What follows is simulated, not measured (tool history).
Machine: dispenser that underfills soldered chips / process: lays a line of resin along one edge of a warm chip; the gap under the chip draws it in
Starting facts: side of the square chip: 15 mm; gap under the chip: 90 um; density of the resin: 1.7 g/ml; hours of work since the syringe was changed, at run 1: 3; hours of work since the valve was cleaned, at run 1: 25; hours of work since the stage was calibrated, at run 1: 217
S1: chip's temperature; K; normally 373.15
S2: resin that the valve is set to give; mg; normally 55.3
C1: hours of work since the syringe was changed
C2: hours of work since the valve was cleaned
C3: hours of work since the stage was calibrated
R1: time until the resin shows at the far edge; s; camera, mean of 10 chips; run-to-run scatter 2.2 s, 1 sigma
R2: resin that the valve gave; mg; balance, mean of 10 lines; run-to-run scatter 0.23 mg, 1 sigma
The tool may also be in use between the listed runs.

Run 1, hour 0.0: usual settings; C1 3; C2 25; C3 217. Result: R1 255.5 s, R2 53.74 mg.
Run 2, hour 7.5: usual settings but S1 359.15 K; C1 8; C2 30; C3 222. Result: R1 566.3 s, R2 53.56 mg.
At hour 12.2: new syringe of resin.
Run 3, hour 14.4: usual settings but S2 56.0 mg; C1 1; C2 34; C3 227. Result: R1 250.3 s, R2 54.74 mg.
Run 4, hour 21.0: usual settings but S2 56.0 mg; C1 6; C2 39; C3 231. Result: R1 282.4 s, R2 54.40 mg.
Run 5, hour 25.8: usual settings but S2 56.0 mg; C1 9; C2 42; C3 234. Result: R1 310.5 s, R2 53.79 mg.
At hour 29.2: new syringe of resin.
Run 6, hour 32.5: usual settings but S2 56.0 mg; C1 2; C2 46; C3 238. Result: R1 259.0 s, R2 54.24 mg.
Run 7, hour 37.3: usual settings but S2 50.3 mg; C1 5; C2 49; C3 242. Result: R1 285.8 s, R2 48.19 mg.
At hour 46.0: new syringe of resin.
Run 8, hour 47.3: usual settings; C1 1; C2 56; C3 248. Result: R1 245.1 s, R2 52.61 mg.
Run 9, hour 55.7: usual settings; C1 6; C2 61; C3 254. Result: R1 290.7 s, R2 52.74 mg.
Run 10, hour 60.4: usual settings but S2 52.1 mg; C1 10; C2 64; C3 257. Result: R1 327.2 s, R2 49.47 mg.
At hour 63.5: new syringe of resin.
Run 11, hour 67.4: usual settings but S2 52.1 mg; C1 3; C2 69; C3 261. Result: R1 266.1 s, R2 48.90 mg.
Run 12, hour 73.5: usual settings; C1 7; C2 73; C3 265. Result: R1 300.5 s, R2 51.94 mg.
Run 13, hour 77.7: usual settings; C1 9; C2 76; C3 268. Result: R1 328.1 s, R2 51.84 mg.
At hour 80.7: new syringe of resin.
Run 14, hour 82.6: usual settings; C1 1; C2 79; C3 271. Result: R1 248.7 s, R2 51.41 mg.
Run 15, hour 89.0: usual settings but S1 386.15 K; C1 6; C2 83; C3 275. Result: R1 159.9 s, R2 51.55 mg.
Run 16, hour 96.4: usual settings but S1 367.15 K; C1 10; C2 88; C3 280. Result: R1 444.1 s, R2 51.21 mg.
At hour 97.5: new syringe of resin.
Run 17, hour 102.6: usual settings but S1 367.15 K; C1 3; C2 92; C3 284. Result: R1 353.0 s, R2 51.29 mg.
Run 18, hour 106.6: usual settings but S1 374.15 K, S2 65.4 mg; C1 6; C2 95; C3 287. Result: R1 273.6 s, R2 60.48 mg.
Run 19, hour 113.7: usual settings but S1 363.15 K, S2 57.5 mg; C1 11; C2 99; C3 291. Result: R1 530.3 s, R2 52.37 mg.
At hour 114.9: new syringe of resin.
Run 20, hour 119.7: usual settings but S1 384.15 K, S2 66.7 mg; C1 3; C2 103; C3 295. Result: R1 158.3 s, R2 61.01 mg.
Run 21, hour 123.7: usual settings but S1 375.15 K, S2 47.2 mg; C1 6; C2 106; C3 298. Result: R1 276.8 s, R2 43.06 mg.
Run 22, hour 129.9: usual settings but S2 60.1 mg; C1 10; C2 110; C3 302. Result: R1 325.4 s, R2 54.61 mg.
At hour 132.0: new syringe of resin.
Run 23, hour 134.6: usual settings but S1 368.15 K, S2 56.1 mg; C1 2; C2 113; C3 305. Result: R1 324.1 s, R2 50.86 mg.
Run 24, hour 141.7: usual settings but S1 368.15 K, S2 56.1 mg; C1 6; C2 117; C3 310. Result: R1 378.0 s, R2 50.66 mg.
At hour 148.9: new syringe of resin.
Run 25, hour 151.4: usual settings but S1 368.15 K, S2 56.1 mg; C1 2; C2 124; C3 316. Result: R1 320.3 s, R2 50.61 mg.
Run 26, hour 159.1: usual settings but S1 368.15 K, S2 59.1 mg; C1 7; C2 129; C3 321. Result: R1 366.8 s, R2 52.52 mg.
Run 27, hour 163.9: usual settings but S1 368.15 K, S2 59.1 mg; C1 10; C2 132; C3 324. Result: R1 417.1 s, R2 52.51 mg.
At hour 166.2: new syringe of resin.
Run 28, hour 173.3: usual settings but S1 368.15 K, S2 59.1 mg; C1 5; C2 138; C3 330. Result: R1 351.0 s, R2 52.38 mg.
At hour 181.6: dispensing valve cleaned and set on the balance.
Run 29, hour 182.5: usual settings but S1 372.15 K, S2 49.6 mg; C1 10; C2 1; C3 336. Result: R1 352.5 s, R2 49.62 mg.
At hour 184.1: new syringe of resin.
Run 30, hour 187.8: usual settings but S1 372.15 K, S2 49.6 mg; C1 2; C2 4; C3 339. Result: R1 285.9 s, R2 49.46 mg.
Run 31, hour 196.7: usual settings but S1 372.15 K, S2 49.6 mg; C1 8; C2 10; C3 345. Result: R1 346.3 s, R2 49.42 mg.

Alternative continuations, all from the tool just after run 31; predict every row:
At hour 201.4: new syringe of resin.
Run A, hour 204.9: usual settings but S1 372.15 K, S2 66.3 mg; C1 2; C2 15; C3 350. Result: R1 ?, R2 ?.
At hour 201.4: new syringe of resin.
Run B, hour 204.9: usual settings but S1 380.15 K, S2 49.6 mg; C1 2; C2 15; C3 350. Result: R1 ?, R2 ?.
At hour 201.4: new syringe of resin.
Run C, hour 204.9: usual settings but S1 361.15 K, S2 66.3 mg; C1 2; C2 15; C3 350. Result: R1 ?, R2 ?.
At hour 201.4: new syringe of resin.
Run D, hour 204.9: usual settings but S1 377.15 K, S2 50.0 mg; C1 2; C2 15; C3 350. Result: R1 ?, R2 ?.

run     R1     R2
  A  268.3  65.90
  B  198.1  48.99
  C  458.9  65.24
  D  226.4  49.68
The same runs, with their run-to-run variation unchanged, on a tool lacking any hidden condition would have given:
run     R1     R2
  A  221.7  66.58
  B  164.3  49.50
  C  376.6  65.92
  D  187.4  50.20
